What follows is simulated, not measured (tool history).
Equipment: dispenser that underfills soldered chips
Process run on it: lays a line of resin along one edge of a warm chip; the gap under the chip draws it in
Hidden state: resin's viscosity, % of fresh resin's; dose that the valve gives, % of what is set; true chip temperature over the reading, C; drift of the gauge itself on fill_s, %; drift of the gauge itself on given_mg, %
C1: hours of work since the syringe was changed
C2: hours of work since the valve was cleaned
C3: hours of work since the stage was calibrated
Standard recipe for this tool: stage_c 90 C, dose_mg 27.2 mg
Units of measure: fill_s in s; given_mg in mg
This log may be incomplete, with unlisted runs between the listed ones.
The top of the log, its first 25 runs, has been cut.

-- hour=151.8 new syringe of resin
run 26 hour=151.8 | stage_c=97 dose_mg=27.2 | C1=0 C2=36 C3=333 | fill_s=222.4 given_mg=26.34
run 27 hour=156.0 | stage_c=78 dose_mg=32.0 | C1=3 C2=39 C3=335 | fill_s=496.0 given_mg=30.92
run 28 hour=164.9 | stage_c=101 dose_mg=23.8 | C1=9 C2=45 C3=341 | fill_s=294.3 given_mg=22.92
-- hour=167.9 new syringe of resin
-- hour=171.6 dispensing valve cleaned and set on the balance
run 29 hour=174.5 | stage_c=101 dose_mg=23.8 | C1=4 C2=2 C3=347 | fill_s=236.9 given_mg=23.55
run 30 hour=182.0 | stage_c=101 dose_mg=23.1 | C1=9 C2=7 C3=352 | fill_s=298.8 given_mg=22.91
-- hour=185.3 new syringe of resin
run 31 hour=188.2 | stage_c=101 dose_mg=23.1 | C1=2 C2=11 C3=356 | fill_s=214.6 given_mg=23.02
run 32 hour=195.4 | stage_c=105 dose_mg=23.2 | C1=7 C2=16 C3=361 | fill_s=232.0 given_mg=22.90
-- hour=201.2 new syringe of resin
run 33 hour=204.6 | stage_c=105 dose_mg=23.2 | C1=2 C2=22 C3=367 | fill_s=198.0 given_mg=22.74
run 34 hour=210.8 | stage_c=105 dose_mg=23.2 | C1=6 C2=26 C3=371 | fill_s=230.4 given_mg=22.79
run 35 hour=215.8 | stage_c=85 dose_mg=23.7 | C1=10 C2=29 C3=374 | fill_s=560.8 given_mg=23.07

Below are 3 alternative next runs, each starting from the tool's condition after run 35. Predict each:
-- hour=217.4 new syringe of resin
run A hour=223.7 | stage_c=85 dose_mg=25.6 | C1=4 C2=34 C3=379 | fill_s=? given_mg=?
-- hour=217.4 new syringe of resin
run B hour=223.7 | stage_c=104 dose_mg=25.6 | C1=4 C2=34 C3=379 | fill_s=? given_mg=?
-- hour=217.4 new syringe of resin
run C hour=223.7 | stage_c=87 dose_mg=24.5 | C1=4 C2=34 C3=379 | fill_s=? given_mg=?

run=A fill_s=420.2 given_mg=25.06
run=B fill_s=209.5 given_mg=24.91
run=C fill_s=399.8 given_mg=23.68
The same runs, with their run-to-run variation unchanged, on a tool lacking any hidden condition would have given:
run=A fill_s=380.8 given_mg=25.81
run=B fill_s=188.2 given_mg=25.66
run=C fill_s=361.4 given_mg=24.39
